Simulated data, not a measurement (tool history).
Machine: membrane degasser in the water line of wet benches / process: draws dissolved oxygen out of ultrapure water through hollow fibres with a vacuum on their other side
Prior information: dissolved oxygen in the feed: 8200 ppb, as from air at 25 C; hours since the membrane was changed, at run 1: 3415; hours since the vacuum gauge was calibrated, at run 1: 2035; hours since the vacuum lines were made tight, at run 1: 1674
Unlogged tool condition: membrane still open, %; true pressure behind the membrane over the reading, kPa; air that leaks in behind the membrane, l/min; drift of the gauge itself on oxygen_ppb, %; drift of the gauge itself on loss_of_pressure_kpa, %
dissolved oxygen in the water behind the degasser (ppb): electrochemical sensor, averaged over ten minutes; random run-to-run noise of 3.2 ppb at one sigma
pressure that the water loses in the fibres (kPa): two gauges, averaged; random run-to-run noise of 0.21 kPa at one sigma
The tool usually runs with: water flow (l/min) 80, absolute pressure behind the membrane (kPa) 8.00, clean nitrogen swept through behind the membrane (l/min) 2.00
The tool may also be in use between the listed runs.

| run | day | water flow (l/min) | absolute pressure behind the membrane (kPa) | clean nitrogen swept through behind the membrane (l/min) | hours since the membrane was changed | hours since the vacuum gauge was calibrated | hours since the vacuum lines were made tight | dissolved oxygen in the water behind the degasser (ppb) | pressure that the water loses in the fibres (kPa) |
|---|---|---|---|---|---|---|---|---|---|
| 1 | 0.000 | 80 | 8.00 | 2.00 | 3415 | 2035 | 1674 | 431.5 | 50.03 |
| 2 | 3.208 | 80 | 8.00 | 5.26 | 3492 | 2112 | 1751 | 226.0 | 49.82 |
| 3 | 7.721 | 61 | 8.00 | 2.00 | 3600 | 2221 | 1859 | 316.8 | 38.23 |
| 4 | 10.871 | 80 | 8.00 | 2.00 | 3676 | 2296 | 1935 | 435.9 | 49.60 |
| 5 | 13.317 | 80 | 8.00 | 2.00 | 3734 | 2355 | 1993 | 426.4 | 49.88 |
| 6 | 17.375 | 80 | 8.00 | 2.00 | 3832 | 2453 | 2091 | 438.9 | 50.02 |
| 7 | 20.462 | 59 | 8.00 | 2.00 | 3906 | 2527 | 2165 | 308.5 | 36.74 |
| 8 | 22.533 | 80 | 8.00 | 2.00 | 3956 | 2576 | 2215 | 437.4 | 49.86 |
| 9 | 26.338 | 80 | 8.00 | 2.00 | 4047 | 2668 | 2306 | 435.0 | 49.83 |
| 10 | 29.767 | 80 | 8.00 | 2.00 | 4129 | 2750 | 2388 | 431.9 | 49.86 |
| 11 | 32.862 | 80 | 8.00 | 2.00 | 4203 | 2824 | 2463 | 430.7 | 50.26 |
| 12 | 35.971 | 80 | 8.00 | 2.00 | 4278 | 2899 | 2537 | 438.0 | 50.33 |
| 13 | 40.708 | 80 | 8.00 | 2.00 | 4392 | 3013 | 2651 | 434.6 | 50.23 |
| 14 | 44.679 | 80 | 8.00 | 2.00 | 4487 | 3108 | 2746 | 432.0 | 50.29 |
| 15 | 47.338 | 80 | 8.00 | 2.00 | 4551 | 3172 | 2810 | 440.7 | 49.86 |
| 16 | 50.800 | 80 | 8.00 | 2.00 | 4634 | 3255 | 2893 | 434.0 | 50.30 |
| 17 | 54.617 | 118 | 8.74 | 1.25 | 4725 | 3346 | 2985 | 988.3 | 74.12 |
| 18 | 59.142 | 76 | 11.51 | 3.30 | 4834 | 3455 | 3093 | 453.4 | 47.75 |
| 19 | 63.417 | 76 | 11.51 | 3.30 | 4937 | 3558 | 3196 | 450.6 | 47.37 |
| 20 | 66.254 | 115 | 11.77 | 2.44 | 5005 | 3626 | 3264 | 914.7 | 72.50 |
| 21 | 70.617 | 115 | 11.77 | 2.44 | 5109 | 3730 | 3369 | 919.6 | 72.22 |
| 22 | 73.238 | 115 | 11.77 | 2.44 | 5172 | 3793 | 3432 | 926.4 | 72.14 |
| 23 | 75.604 | 71 | 19.89 | 2.90 | 5229 | 3850 | 3488 | 854.9 | 44.58 |
| 24 | 78.954 | 71 | 19.89 | 2.90 | 5310 | 3930 | 3569 | 854.1 | 44.49 |
| 25 | 83.212 | 84 | 19.89 | 2.90 | 5412 | 4033 | 3671 | 988.1 | 52.92 |
| 26 | 86.558 | 80 | 9.90 | 1.51 | 5492 | 4113 | 3751 | 688.6 | 50.23 |
| 27 | 88.917 | 80 | 9.90 | 1.51 | 5549 | 4170 | 3808 | 688.7 | 50.36 |
| 28 | 92.575 | 104 | 8.50 | 2.93 | 5636 | 4257 | 3896 | 529.7 | 65.33 |
| 29 | 97.367 | 104 | 10.34 | 1.94 | 5751 | 4372 | 4011 | 827.2 | 65.36 |
| 30 | 99.367 | 104 | 10.34 | 1.94 | 5799 | 4420 | 4059 | 824.8 | 64.78 |
| 31 | 104.192 | 104 | 10.34 | 1.94 | 5915 | 4536 | 4174 | 820.2 | 65.44 |
| 32 | 108.842 | 104 | 13.59 | 3.06 | 6027 | 4648 | 4286 | 827.6 | 65.85 |

A few steps of dissolved oxygen in the water behind the degasser (ppb) between consecutive runs. Split each: what settings, incoming material and random variation would produce without the hidden state, and what is left over for the hidden state, along with gauge scatter present in only one of the two compared results (measured, and without hidden state):
Run 16 -> 17: water flow (l/min) 80 -> 118, absolute pressure behind the membrane (kPa) 8.00 -> 8.74, clean nitrogen swept through behind the membrane (l/min) 2.00 -> 1.25. dissolved oxygen in the water behind the degasser (ppb) +554.3: hidden state +12.7, all else +541.6.
Run 17 -> 18: water flow (l/min) 118 -> 76, absolute pressure behind the membrane (kPa) 8.74 -> 11.51, clean nitrogen swept through behind the membrane (l/min) 1.25 -> 3.30. dissolved oxygen in the water behind the degasser (ppb) -534.9: hidden state -14.6, all else -520.3.
Run 19 -> 20: water flow (l/min) 76 -> 115, absolute pressure behind the membrane (kPa) 11.51 -> 11.77, clean nitrogen swept through behind the membrane (l/min) 3.30 -> 2.44. dissolved oxygen in the water behind the degasser (ppb) +464.1: hidden state +12.0, all else +452.1.
Run 22 -> 23: water flow (l/min) 115 -> 71, absolute pressure behind the membrane (kPa) 11.77 -> 19.89, clean nitrogen swept through behind the membrane (l/min) 2.44 -> 2.90. dissolved oxygen in the water behind the degasser (ppb) -71.5: hidden state -13.6, all else -57.9.

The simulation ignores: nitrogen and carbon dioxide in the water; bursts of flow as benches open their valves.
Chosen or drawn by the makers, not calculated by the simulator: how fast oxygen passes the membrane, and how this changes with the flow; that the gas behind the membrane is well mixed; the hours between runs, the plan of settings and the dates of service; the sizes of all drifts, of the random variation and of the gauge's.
